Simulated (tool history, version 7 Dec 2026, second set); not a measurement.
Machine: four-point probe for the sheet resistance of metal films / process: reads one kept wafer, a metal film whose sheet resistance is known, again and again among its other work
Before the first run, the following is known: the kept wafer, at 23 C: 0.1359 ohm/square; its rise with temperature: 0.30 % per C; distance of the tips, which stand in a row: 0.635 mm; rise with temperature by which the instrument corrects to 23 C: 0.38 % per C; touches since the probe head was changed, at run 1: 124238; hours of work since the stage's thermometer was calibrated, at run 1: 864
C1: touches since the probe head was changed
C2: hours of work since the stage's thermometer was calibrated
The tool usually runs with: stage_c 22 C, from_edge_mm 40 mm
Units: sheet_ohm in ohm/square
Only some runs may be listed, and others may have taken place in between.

Run 1, day 0.000: usual settings; C1 124238; C2 864. Result: sheet_ohm 0.134788 ohm/square.
Run 2, day 3.142: usual settings; C1 129054; C2 919. Result: sheet_ohm 0.134775 ohm/square.
Run 3, day 6.208: usual settings but from_edge_mm 48 mm; C1 133753; C2 972. Result: sheet_ohm 0.134665 ohm/square.
Run 4, day 9.712: usual settings but stage_c 35 C; C1 139130; C2 1034. Result: sheet_ohm 0.133373 ohm/square.
Run 5, day 12.562: usual settings but stage_c 35 C; C1 143494; C2 1084. Result: sheet_ohm 0.133342 ohm/square.
Run 6, day 18.033: usual settings but stage_c 35 C; C1 151883; C2 1179. Result: sheet_ohm 0.133264 ohm/square.
At day 20.017: new probe head fitted.
Run 7, day 22.729: usual settings but stage_c 35 C; C1 4161; C2 1261. Result: sheet_ohm 0.135276 ohm/square.
Run 8, day 27.125: usual settings; C1 10899; C2 1337. Result: sheet_ohm 0.136497 ohm/square.
At day 28.838: stage's thermometer calibrated.
Run 9, day 30.488: usual settings but from_edge_mm 6 mm; C1 16022; C2 29. Result: sheet_ohm 0.137243 ohm/square.
Run 10, day 36.346: usual settings but from_edge_mm 6 mm; C1 25003; C2 131. Result: sheet_ohm 0.137107 ohm/square.
Run 11, day 39.350: usual settings but stage_c 23 C, from_edge_mm 6 mm; C1 29604; C2 184. Result: sheet_ohm 0.136938 ohm/square.
Run 12, day 43.896: usual settings but stage_c 23 C, from_edge_mm 6 mm; C1 36573; C2 263. Result: sheet_ohm 0.136836 ohm/square.
At day 44.954: stage's thermometer calibrated, once more.
Run 13, day 47.338: usual settings but stage_c 23 C, from_edge_mm 6 mm; C1 41820; C2 42. Result: sheet_ohm 0.137065 ohm/square.
Run 14, day 51.212: usual settings but stage_c 23 C, from_edge_mm 6 mm; C1 47762; C2 109. Result: sheet_ohm 0.137054 ohm/square.
Run 15, day 53.971: usual settings but from_edge_mm 8 mm; C1 51989; C2 158. Result: sheet_ohm 0.136746 ohm/square.
Run 16, day 58.975: usual settings but stage_c 20 C, from_edge_mm 8 mm; C1 59657; C2 245. Result: sheet_ohm 0.136816 ohm/square.
Run 17, day 63.771: usual settings but from_edge_mm 49 mm; C1 67013; C2 329. Result: sheet_ohm 0.136102 ohm/square.
Run 18, day 69.508: usual settings but from_edge_mm 49 mm; C1 75806; C2 429. Result: sheet_ohm 0.136006 ohm/square.
Run 19, day 73.371: usual settings but from_edge_mm 49 mm; C1 81731; C2 497. Result: sheet_ohm 0.135949 ohm/square.
Run 20, day 76.808: usual settings but from_edge_mm 49 mm; C1 86996; C2 557. Result: sheet_ohm 0.135927 ohm/square.
Run 21, day 81.254: usual settings but from_edge_mm 33 mm; C1 93815; C2 634. Result: sheet_ohm 0.135802 ohm/square.
Run 22, day 86.508: usual settings; C1 101867; C2 726. Result: sheet_ohm 0.135729 ohm/square.
Run 23, day 89.746: usual settings; C1 106834; C2 783. Result: sheet_ohm 0.135667 ohm/square.
Run 24, day 93.033: usual settings but stage_c 31 C, from_edge_mm 8 mm; C1 111873; C2 840. Result: sheet_ohm 0.135171 ohm/square.
Run 25, day 96.217: usual settings but stage_c 31 C, from_edge_mm 8 mm; C1 116754; C2 896. Result: sheet_ohm 0.135113 ohm/square.
Run 26, day 100.625: usual settings but stage_c 20 C, from_edge_mm 7 mm; C1 123512; C2 973. Result: sheet_ohm 0.136311 ohm/square.
Run 27, day 105.254: usual settings but stage_c 21 C, from_edge_mm 51 mm; C1 130608; C2 1054. Result: sheet_ohm 0.135502 ohm/square.
Run 28, day 108.475: usual settings but stage_c 21 C, from_edge_mm 51 mm; C1 135542; C2 1110. Result: sheet_ohm 0.135436 ohm/square.
Run 29, day 113.650: usual settings but stage_c 21 C, from_edge_mm 10 mm; C1 143479; C2 1200. Result: sheet_ohm 0.135649 ohm/square.
Run 30, day 117.550: usual settings but stage_c 19 C, from_edge_mm 6 mm; C1 149457; C2 1269. Result: sheet_ohm 0.136283 ohm/square.
At day 120.954: new probe head fitted.
Run 31, day 122.758: usual settings but stage_c 25 C, from_edge_mm 22 mm; C1 2763; C2 1359. Result: sheet_ohm 0.135357 ohm/square.
At day 123.608: stage's thermometer calibrated.
Run 32, day 126.888: usual settings but stage_c 21 C, from_edge_mm 25 mm; C1 9060; C2 57. Result: sheet_ohm 0.135919 ohm/square.
Run 33, day 130.688: usual settings but stage_c 21 C, from_edge_mm 53 mm; C1 14888; C2 124. Result: sheet_ohm 0.135808 ohm/square.
Run 34, day 134.083: usual settings but stage_c 20 C, from_edge_mm 37 mm; C1 20090; C2 183. Result: sheet_ohm 0.135873 ohm/square.
Run 35, day 138.812: usual settings but stage_c 21 C, from_edge_mm 11 mm; C1 27343; C2 266. Result: sheet_ohm 0.135907 ohm/square.
Run 36, day 143.196: usual settings but stage_c 20 C, from_edge_mm 11 mm; C1 34065; C2 342. Result: sheet_ohm 0.135954 ohm/square.
Run 37, day 147.450: usual settings but from_edge_mm 31 mm; C1 40584; C2 417. Result: sheet_ohm 0.135416 ohm/square.

Predict the results of run 38:
Run 38, day 150.229: usual settings but stage_c 20 C; C1 44845; C2 465. Result: sheet_ohm ?.

Logged for run 38: sheet_ohm 0.135570 ohm/square.
Minus the tool's unlogged condition, the same run would have read sheet_ohm 0.136218 ohm/square.
